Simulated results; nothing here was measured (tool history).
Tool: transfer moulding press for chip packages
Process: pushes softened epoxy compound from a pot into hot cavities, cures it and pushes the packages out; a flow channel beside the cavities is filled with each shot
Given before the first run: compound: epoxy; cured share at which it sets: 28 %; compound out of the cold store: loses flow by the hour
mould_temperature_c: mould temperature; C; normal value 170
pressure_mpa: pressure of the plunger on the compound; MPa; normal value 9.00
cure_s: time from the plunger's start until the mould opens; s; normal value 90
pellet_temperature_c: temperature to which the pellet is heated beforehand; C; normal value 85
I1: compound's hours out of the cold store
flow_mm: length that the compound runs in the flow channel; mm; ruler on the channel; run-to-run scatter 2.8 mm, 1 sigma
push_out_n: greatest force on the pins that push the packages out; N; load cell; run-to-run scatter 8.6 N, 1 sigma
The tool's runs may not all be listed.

Run 1, hour 0.0: usual settings; I1 37.3. Result: flow_mm 696 mm, push_out_n 380 N.
Run 2, hour 16.6: usual settings; I1 36.9. Result: flow_mm 703 mm, push_out_n 366 N.
Run 3, hour 36.6: usual settings; I1 29.2. Result: flow_mm 737 mm, push_out_n 389 N.
Run 4, hour 57.4: usual settings but cure_s 93 s; I1 24.9. Result: flow_mm 750 mm, push_out_n 389 N.
At hour 76.5: cavities cleaned with cleaning compound and waxed.
Run 5, hour 78.2: usual settings but cure_s 123 s; I1 24.5. Result: flow_mm 758 mm, push_out_n 309 N.
Run 6, hour 90.5: usual settings but pressure_mpa 10.39 MPa; I1 33.5. Result: flow_mm 769 mm, push_out_n 379 N.
Run 7, hour 107.1: usual settings but pressure_mpa 10.39 MPa; I1 9.9. Result: flow_mm 883 mm, push_out_n 403 N.
Run 8, hour 130.1: usual settings but pressure_mpa 10.39 MPa; I1 10.0. Result: flow_mm 882 mm, push_out_n 398 N.
Run 9, hour 139.8: usual settings but cure_s 115 s, pellet_temperature_c 77 C; I1 36.6. Result: flow_mm 705 mm, push_out_n 356 N.
At hour 152.8: cavities cleaned with cleaning compound and waxed.
Run 10, hour 157.0: usual settings but mould_temperature_c 173 C, cure_s 124 s; I1 16.4. Result: flow_mm 785 mm, push_out_n 310 N.
At hour 161.3: plunger's sealing rings changed.
Run 11, hour 176.0: usual settings but mould_temperature_c 173 C, pressure_mpa 9.33 MPa, cure_s 124 s; I1 31.6. Result: flow_mm 728 mm, push_out_n 324 N.
Run 12, hour 197.2: usual settings but mould_temperature_c 173 C, pressure_mpa 9.33 MPa, cure_s 96 s; I1 35.0. Result: flow_mm 717 mm, push_out_n 334 N.
Run 13, hour 216.9: usual settings but pressure_mpa 7.77 MPa; I1 11.8. Result: flow_mm 761 mm, push_out_n 419 N.
At hour 231.6: cavities cleaned with cleaning compound and waxed.
Run 14, hour 235.2: usual settings but mould_temperature_c 176 C, pressure_mpa 8.61 MPa, cure_s 79 s, pellet_temperature_c 82 C; I1 43.5. Result: flow_mm 646 mm, push_out_n 357 N.

Alternative continuations, all from the tool just after run 14; predict every row:
Run A, hour 250.1: usual settings but mould_temperature_c 176 C, pressure_mpa 10.77 MPa, cure_s 109 s, pellet_temperature_c 82 C; I1 8.9. Result: flow_mm ?, push_out_n ?.
Run B, hour 250.1: usual settings but mould_temperature_c 176 C, pressure_mpa 6.87 MPa, cure_s 79 s, pellet_temperature_c 82 C; I1 36.2. Result: flow_mm ?, push_out_n ?.
Run C, hour 250.1: usual settings but mould_temperature_c 176 C, pressure_mpa 8.61 MPa, cure_s 110 s, pellet_temperature_c 82 C; I1 26.1. Result: flow_mm ?, push_out_n ?.
Run D, hour 250.1: usual settings but pressure_mpa 7.81 MPa, cure_s 102 s, pellet_temperature_c 92 C; I1 23.6. Result: flow_mm ?, push_out_n ?.

run  flow_mm  push_out_n
  A      882         323
  B      600         366
  C      716         328
  D      700         345
With the hidden condition removed and each run's random variation left untouched, the same runs would have given:
run  flow_mm  push_out_n
  A      882         321
  B      600         365
  C      716         327
  D      700         344

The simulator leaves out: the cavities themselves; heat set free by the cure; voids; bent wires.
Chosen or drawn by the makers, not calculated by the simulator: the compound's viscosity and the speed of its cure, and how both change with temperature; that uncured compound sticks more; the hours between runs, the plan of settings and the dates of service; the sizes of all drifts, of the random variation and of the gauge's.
